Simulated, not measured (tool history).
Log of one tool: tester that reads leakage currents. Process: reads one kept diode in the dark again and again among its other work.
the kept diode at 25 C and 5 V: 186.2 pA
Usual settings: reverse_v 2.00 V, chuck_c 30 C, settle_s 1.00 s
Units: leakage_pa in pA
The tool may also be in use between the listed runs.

| run | hour | reverse_v | chuck_c | settle_s | leakage_pa |
|---|---|---|---|---|---|
| 1 | 0.0 | 2.00 | 30 | 1.00 | 189.19 |
| 2 | 55.7 | 2.00 | 30 | 1.00 | 189.19 |
| 3 | 95.9 | 2.00 | 30 | 1.00 | 188.87 |
| 4 | 172.0 | 7.16 | 30 | 1.00 | 347.29 |
| 5 | 225.6 | 7.16 | 30 | 1.00 | 344.59 |
| 6 | 274.0 | 7.16 | 30 | 1.00 | 345.22 |
| 7 | 339.8 | 2.00 | 28 | 1.00 | 157.35 |
| 8 | 408.9 | 2.00 | 28 | 1.00 | 156.42 |
|  | 414.7 | tester calibrated |
| 9 | 446.8 | 1.85 | 23 | 3.93 | 94.54 |

The next listed run, before its measurement:
| 10 | 487.0 | 1.85 | 23 | 3.93 | ? |

leakage_pa: 93.35 pA
Without the tool's hidden state the same run would have given leakage_pa 96.74 pA.

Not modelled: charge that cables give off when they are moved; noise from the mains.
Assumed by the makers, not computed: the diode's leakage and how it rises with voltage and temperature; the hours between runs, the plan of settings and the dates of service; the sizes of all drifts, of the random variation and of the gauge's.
